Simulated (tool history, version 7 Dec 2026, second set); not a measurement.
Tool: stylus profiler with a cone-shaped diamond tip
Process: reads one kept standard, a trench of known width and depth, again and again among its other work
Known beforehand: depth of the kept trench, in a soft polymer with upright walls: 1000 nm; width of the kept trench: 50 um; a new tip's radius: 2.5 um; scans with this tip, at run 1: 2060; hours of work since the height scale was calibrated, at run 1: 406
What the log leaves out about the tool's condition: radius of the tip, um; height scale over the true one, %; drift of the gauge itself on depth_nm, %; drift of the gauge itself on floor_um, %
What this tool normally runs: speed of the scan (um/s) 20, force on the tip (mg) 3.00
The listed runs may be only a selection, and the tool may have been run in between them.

run   hour  speed of the scan (um/s)  force on the tip (mg)  scans with this tip  hours of work since the height scale was calibrated  depth of the trench (Å)  width of the trench's floor (um)
  1    0.0                        20                   3.00                 2060                                                  406                  10161.5                             45.76
  2   11.0                        20                   3.00                 2088                                                  411                  10165.5                             45.79
  3   30.5                        20                   3.00                 2137                                                  421                  10164.8                             45.78
  4   49.8                        20                   3.00                 2185                                                  430                  10165.4                             45.81
  5   64.2                        20                   3.00                 2221                                                  438                  10166.0                             45.79
  6   80.6                        20                   3.00                 2263                                                  446                  10166.1                             45.74
  7   90.5                        20                   3.00                 2288                                                  451                  10163.9                             45.71
  8  111.9                        20                   1.27                 2341                                                  461                  10089.1                             45.75
  9  128.9                         6                   3.00                 2384                                                  470                  10165.1                             45.83
 10  147.5                         6                   3.00                 2431                                                  479                  10162.5                             45.85
 11  166.8                         6                   3.00                 2480                                                  488                  10164.0                             45.83
 12  178.2                         6                   3.00                 2508                                                  494                  10163.6                             45.80
 13  197.1                        20                   4.63                 2556                                                  503                  10222.1                             45.76
 14  208.0                         7                   3.00                 2583                                                  509                  10160.0                             45.75
 15  220.4                         7                   3.00                 2614                                                  515                  10163.2                             45.79
 16  236.4                        20                   1.96                 2655                                                  523                  10122.1                             45.69
 17  256.5                        20                   1.96                 2705                                                  533                  10115.5                             45.69
 18  273.7                        20                   8.96                 2749                                                  541                  10351.0                             45.76
 19  288.6                        20                   3.00                 2786                                                  549                  10158.1                             45.69
 20  306.0                        20                   3.00                 2830                                                  557                  10164.0                             45.73
 21  318.0                        20                   2.32                 2860                                                  563                  10132.7                             45.67
 22  332.8                        20                   2.32                 2897                                                  571                  10133.0                             45.69
 23  352.9                        20                   2.32                 2948                                                  581                  10131.3                             45.69
 24  369.3                        20                   2.32                 2989                                                  589                  10131.4                             45.66
 25  385.3                        20                   4.76                 3029                                                  597                  10226.3                             45.70
 26  403.1                        20                   4.76                 3074                                                  605                  10225.6                             45.75
 27  411.8                        11                   7.91                 3096                                                  610                  10318.8                             45.79
 28  428.5                        11                   7.91                 3138                                                  618                  10321.2                             45.74
 29  442.2                        13                   2.83                 3173                                                  625                  10152.2                             45.75
     444.0  -- height scale calibrated on a step standard
 30  454.0                        12                   1.21                 3201                                                    5                  10073.1                             45.68
 31  464.6                        12                   1.21                 3228                                                   10                  10072.3                             45.69
 32  483.8                        55                   1.36                 3276                                                   20                  10081.5                             45.41
 33  503.3                        55                   1.36                 3325                                                   29                  10078.6                             45.42
 34  517.2                        55                   1.36                 3360                                                   36                  10080.2                             45.38
     532.6  -- height scale calibrated on a step standard, once more
 35  532.6                        55                   1.36                 3398                                                    0                  10099.8                             45.39
 36  546.3                        13                   1.36                 3432                                                    7                  10105.2                             45.63
 37  559.0                        14                   3.00                 3464                                                   13                  10182.9                             45.75
 38  577.2                        14                   3.00                 3510                                                   22                  10171.9                             45.71
 39  596.2                        14                   3.00                 3558                                                   32                  10173.3                             45.66
 40  614.7                        48                   1.38                 3604                                                   41                  10105.2                             45.44
 41  626.2                        16                   3.99                 3633                                                   46                  10208.6                             45.73
 42  641.5                        18                   5.42                 3672                                                   54                  10262.0                             45.66
 43  655.7                        18                   7.50                 3707                                                   61                  10323.9                             45.70
 44  664.4                        10                   4.21                 3729                                                   65                  10217.9                             45.70

Alternative continuations, all from the tool just after run 44; predict every row:
  A  682.4                        29                   3.65                 3775                                                   74                        ?                                 ?
  B  682.4                        20                   3.00                 3775                                                   74                        ?                                 ?
  C  682.4                        77                   7.69                 3775                                                   74                        ?                                 ?
  D  682.4                         7                   3.00                 3775                                                   74                        ?                                 ?

run  depth of the trench (Å)  width of the trench's floor (um)
  A                  10195.0                             45.59
  B                  10170.0                             45.59
  C                  10323.6                             45.51
  D                  10176.6                             45.70
With the hidden condition removed and each run's random variation left untouched, the same runs would have given:
run  depth of the trench (Å)  width of the trench's floor (um)
  A                  10196.2                             45.86
  B                  10171.3                             45.86
  C                  10324.9                             45.79
  D                  10177.8                             45.98
